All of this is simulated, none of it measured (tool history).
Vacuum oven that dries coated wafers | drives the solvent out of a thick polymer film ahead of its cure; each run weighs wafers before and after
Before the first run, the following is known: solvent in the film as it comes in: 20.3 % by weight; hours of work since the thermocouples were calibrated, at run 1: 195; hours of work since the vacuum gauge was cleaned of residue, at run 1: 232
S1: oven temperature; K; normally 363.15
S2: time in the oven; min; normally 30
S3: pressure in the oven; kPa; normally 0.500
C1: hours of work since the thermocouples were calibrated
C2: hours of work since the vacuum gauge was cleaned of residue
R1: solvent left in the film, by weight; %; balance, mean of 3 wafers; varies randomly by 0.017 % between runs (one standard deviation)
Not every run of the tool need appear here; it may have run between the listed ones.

Run 1, hour 0.0: usual settings; C1 195; C2 232. Result: R1 1.26 %.
Run 2, hour 26.2: usual settings but S2 27 min; C1 213; C2 250. Result: R1 1.59 %.
Run 3, hour 61.5: usual settings but S2 27 min; C1 237; C2 274. Result: R1 1.58 %.
Run 4, hour 86.8: usual settings but S2 27 min; C1 254; C2 291. Result: R1 1.56 %.
Run 5, hour 112.0: usual settings but S1 370.15 K, S2 27 min; C1 272; C2 309. Result: R1 0.43 %.
Run 6, hour 137.0: usual settings but S1 370.15 K, S2 27 min; C1 289; C2 325. Result: R1 0.44 %.
Run 7, hour 169.3: usual settings but S1 356.15 K, S2 27 min; C1 310; C2 347. Result: R1 3.97 %.
Run 8, hour 195.0: usual settings but S1 353.15 K, S2 27 min; C1 328; C2 365. Result: R1 5.29 %.
Run 9, hour 213.4: usual settings but S1 353.15 K, S2 27 min; C1 340; C2 377. Result: R1 5.30 %.
Run 10, hour 256.6: usual settings but S1 353.15 K, S2 27 min; C1 370; C2 407. Result: R1 5.35 %.
Run 11, hour 282.2: usual settings but S1 359.15 K; C1 387; C2 424. Result: R1 2.31 %.
Run 12, hour 317.8: usual settings but S1 359.15 K; C1 411; C2 448. Result: R1 2.32 %.
Run 13, hour 338.4: usual settings but S1 354.15 K; C1 425; C2 462. Result: R1 4.23 %.
Run 14, hour 370.6: usual settings but S1 354.15 K; C1 447; C2 484. Result: R1 4.28 %.
Run 15, hour 388.4: usual settings but S2 54 min; C1 459; C2 496. Result: R1 0.40 %.
Run 16, hour 409.1: usual settings but S2 54 min; C1 473; C2 510. Result: R1 0.39 %.
Run 17, hour 449.9: usual settings but S2 54 min; C1 501; C2 538. Result: R1 0.40 %.
Run 18, hour 479.7: usual settings but S2 54 min; C1 521; C2 558. Result: R1 0.38 %.
Run 19, hour 505.8: usual settings but S2 54 min; C1 539; C2 576. Result: R1 0.36 %.
Run 20, hour 542.0: usual settings but S2 37 min; C1 564; C2 601. Result: R1 0.76 %.
Run 21, hour 577.8: usual settings but S2 37 min; C1 588; C2 625. Result: R1 0.77 %.
Run 22, hour 604.4: usual settings but S2 19 min; C1 606; C2 643. Result: R1 3.01 %.
Run 23, hour 640.8: usual settings but S1 377.15 K, S2 19 min, S3 0.679 kPa; C1 631; C2 668. Result: R1 0.36 %.
Run 24, hour 661.2: usual settings but S1 364.15 K, S2 40 min, S3 1.807 kPa; C1 645; C2 682. Result: R1 1.19 %.
Run 25, hour 695.5: usual settings but S1 368.15 K, S3 0.595 kPa; C1 668; C2 705. Result: R1 0.56 %.
Run 26, hour 723.7: usual settings but S1 368.15 K, S3 0.595 kPa; C1 687; C2 724. Result: R1 0.57 %.
Run 27, hour 751.4: usual settings but S1 378.15 K, S2 31 min, S3 0.794 kPa; C1 706; C2 743. Result: R1 0.25 %.
Run 28, hour 770.2: usual settings but S1 365.15 K, S2 18 min, S3 0.677 kPa; C1 719; C2 756. Result: R1 2.63 %.
Run 29, hour 802.2: usual settings but S1 365.15 K, S2 18 min, S3 0.677 kPa; C1 741; C2 777. Result: R1 2.65 %.
Run 30, hour 844.9: usual settings but S1 377.15 K, S2 18 min; C1 770; C2 806. Result: R1 0.34 %.
Run 31, hour 875.6: usual settings but S1 377.15 K, S2 18 min; C1 790; C2 827. Result: R1 0.35 %.
Run 32, hour 897.8: usual settings but S1 377.15 K, S2 18 min; C1 805; C2 842. Result: R1 0.35 %.
Run 33, hour 918.5: usual settings but S1 377.15 K, S2 45 min; C1 820; C2 856. Result: R1 0.18 %.
Run 34, hour 947.9: usual settings but S1 377.15 K, S2 45 min; C1 839; C2 876. Result: R1 0.18 %.
Run 35, hour 972.5: usual settings but S1 377.15 K, S2 45 min; C1 856; C2 893. Result: R1 0.16 %.
Run 36, hour 1000.3: usual settings but S1 371.15 K, S2 17 min, S3 1.225 kPa; C1 875; C2 912. Result: R1 1.44 %.
Run 37, hour 1036.3: usual settings but S2 28 min, S3 1.660 kPa; C1 900; C2 937. Result: R1 2.04 %.
Run 38, hour 1074.5: usual settings but S1 349.15 K, S2 17 min, S3 1.660 kPa; C1 926; C2 962. Result: R1 10.28 %.
Run 39, hour 1107.2: usual settings but S2 42 min, S3 0.554 kPa; C1 948; C2 985. Result: R1 0.64 %.
Run 40, hour 1127.1: usual settings but S2 42 min, S3 0.554 kPa; C1 961; C2 998. Result: R1 0.64 %.
Run 41, hour 1146.5: usual settings but S1 353.15 K, S2 22 min, S3 1.731 kPa; C1 974; C2 1011. Result: R1 7.16 %.
Run 42, hour 1185.9: usual settings but S1 353.15 K, S2 21 min; C1 1001; C2 1038. Result: R1 6.77 %.

Alternative continuations, all from the tool just after run 42; predict every row:
Run A, hour 1205.2: usual settings but S1 360.15 K, S2 32 min; C1 1014; C2 1051. Result: R1 ?.
Run B, hour 1205.2: usual settings but S1 353.15 K, S2 46 min; C1 1014; C2 1051. Result: R1 ?.
Run C, hour 1205.2: usual settings but S1 353.15 K, S2 22 min; C1 1014; C2 1051. Result: R1 ?.
Run D, hour 1205.2: usual settings but S1 364.15 K, S2 19 min; C1 1014; C2 1051. Result: R1 ?.

run    R1
  A  1.78
  B  2.50
  C  6.53
  D  2.65
With the hidden condition removed and each run's random variation left untouched, the same runs would have given:
run    R1
  A  1.78
  B  2.50
  C  6.54
  D  2.66
